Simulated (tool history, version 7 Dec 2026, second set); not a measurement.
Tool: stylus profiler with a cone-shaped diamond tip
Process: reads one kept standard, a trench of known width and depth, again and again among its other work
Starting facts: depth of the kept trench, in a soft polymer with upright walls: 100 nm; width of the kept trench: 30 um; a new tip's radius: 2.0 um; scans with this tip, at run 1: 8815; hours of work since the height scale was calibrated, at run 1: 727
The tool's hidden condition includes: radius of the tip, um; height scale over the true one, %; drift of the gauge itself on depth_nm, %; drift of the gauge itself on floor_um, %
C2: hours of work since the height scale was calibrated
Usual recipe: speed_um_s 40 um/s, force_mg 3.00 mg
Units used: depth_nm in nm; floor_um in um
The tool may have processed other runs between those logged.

{"run": 1, "hour": 0.0, "speed_um_s": 40, "force_mg": 3.0, "scans with this tip": 8815, "C2": 727, "depth_nm": 101.6, "floor_um": 28.55}
{"run": 2, "hour": 53.4, "speed_um_s": 40, "force_mg": 3.0, "scans with this tip": 9290, "C2": 767, "depth_nm": 101.58, "floor_um": 28.53}
{"run": 3, "hour": 88.6, "speed_um_s": 36, "force_mg": 3.0, "scans with this tip": 9603, "C2": 793, "depth_nm": 101.63, "floor_um": 28.5}
{"run": 4, "hour": 116.2, "speed_um_s": 36, "force_mg": 3.0, "scans with this tip": 9849, "C2": 813, "depth_nm": 101.61, "floor_um": 28.52}
{"run": 5, "hour": 149.7, "speed_um_s": 36, "force_mg": 3.0, "scans with this tip": 10147, "C2": 837, "depth_nm": 101.62, "floor_um": 28.52}
{"run": 6, "hour": 184.8, "speed_um_s": 36, "force_mg": 3.0, "scans with this tip": 10459, "C2": 863, "depth_nm": 101.63, "floor_um": 28.56}
{"run": 7, "hour": 213.7, "speed_um_s": 111, "force_mg": 3.0, "scans with this tip": 10717, "C2": 884, "depth_nm": 101.6, "floor_um": 28.19}
{"run": 8, "hour": 255.8, "speed_um_s": 24, "force_mg": 3.0, "scans with this tip": 11092, "C2": 915, "depth_nm": 101.58, "floor_um": 28.62}
{"run": 9, "hour": 304.1, "speed_um_s": 24, "force_mg": 3.0, "scans with this tip": 11521, "C2": 951, "depth_nm": 101.59, "floor_um": 28.61}
{"run": 10, "hour": 358.0, "speed_um_s": 24, "force_mg": 3.0, "scans with this tip": 12001, "C2": 990, "depth_nm": 101.61, "floor_um": 28.66}
{"run": 11, "hour": 385.2, "speed_um_s": 24, "force_mg": 3.0, "scans with this tip": 12243, "C2": 1010, "depth_nm": 101.61, "floor_um": 28.58}
{"run": 12, "hour": 423.3, "speed_um_s": 24, "force_mg": 3.0, "scans with this tip": 12583, "C2": 1038, "depth_nm": 101.62, "floor_um": 28.64}
{"run": 13, "hour": 450.7, "speed_um_s": 40, "force_mg": 8.28, "scans with this tip": 12827, "C2": 1059, "depth_nm": 103.15, "floor_um": 28.6}
{"hour": 492.9, "done": "height scale calibrated on a step standard"}
{"run": 14, "hour": 493.5, "speed_um_s": 69, "force_mg": 7.66, "scans with this tip": 13203, "C2": 0, "depth_nm": 103.0, "floor_um": 28.49}
{"run": 15, "hour": 531.4, "speed_um_s": 12, "force_mg": 4.45, "scans with this tip": 13541, "C2": 28, "depth_nm": 102.12, "floor_um": 28.7}
{"run": 16, "hour": 567.8, "speed_um_s": 12, "force_mg": 4.45, "scans with this tip": 13865, "C2": 55, "depth_nm": 102.09, "floor_um": 28.7}
{"run": 17, "hour": 613.0, "speed_um_s": 40, "force_mg": 4.03, "scans with this tip": 14267, "C2": 88, "depth_nm": 101.94, "floor_um": 28.57}
{"run": 18, "hour": 647.8, "speed_um_s": 36, "force_mg": 2.6, "scans with this tip": 14577, "C2": 114, "depth_nm": 101.45, "floor_um": 28.52}
{"run": 19, "hour": 685.5, "speed_um_s": 22, "force_mg": 6.65, "scans with this tip": 14913, "C2": 141, "depth_nm": 102.71, "floor_um": 28.66}
{"run": 20, "hour": 712.2, "speed_um_s": 60, "force_mg": 6.65, "scans with this tip": 15150, "C2": 161, "depth_nm": 102.74, "floor_um": 28.51}
{"run": 21, "hour": 744.3, "speed_um_s": 117, "force_mg": 2.14, "scans with this tip": 15436, "C2": 185, "depth_nm": 101.27, "floor_um": 28.02}

Here are 5 independent what-if runs from the current tool condition. What would each one return?
{"run": "A", "hour": 777.3, "speed_um_s": 28, "force_mg": 1.46, "scans with this tip": 15730, "C2": 209, "depth_nm": "?", "floor_um": "?"}
{"run": "B", "hour": 777.3, "speed_um_s": 16, "force_mg": 1.75, "scans with this tip": 15730, "C2": 209, "depth_nm": "?", "floor_um": "?"}
{"run": "C", "hour": 777.3, "speed_um_s": 17, "force_mg": 3.0, "scans with this tip": 15730, "C2": 209, "depth_nm": "?", "floor_um": "?"}
{"run": "D", "hour": 777.3, "speed_um_s": 45, "force_mg": 5.82, "scans with this tip": 15730, "C2": 209, "depth_nm": "?", "floor_um": "?"}
{"run": "E", "hour": 777.3, "speed_um_s": 25, "force_mg": 4.04, "scans with this tip": 15730, "C2": 209, "depth_nm": "?", "floor_um": "?"}

run=A depth_nm=101.05 floor_um=28.54
run=B depth_nm=101.10 floor_um=28.63
run=C depth_nm=101.64 floor_um=28.59
run=D depth_nm=102.50 floor_um=28.50
run=E depth_nm=101.97 floor_um=28.64
Without the tool's unlogged condition, the same runs would have read:
run=A depth_nm=101.05 floor_um=28.55
run=B depth_nm=101.10 floor_um=28.64
run=C depth_nm=101.64 floor_um=28.60
run=D depth_nm=102.49 floor_um=28.52
run=E depth_nm=101.97 floor_um=28.65
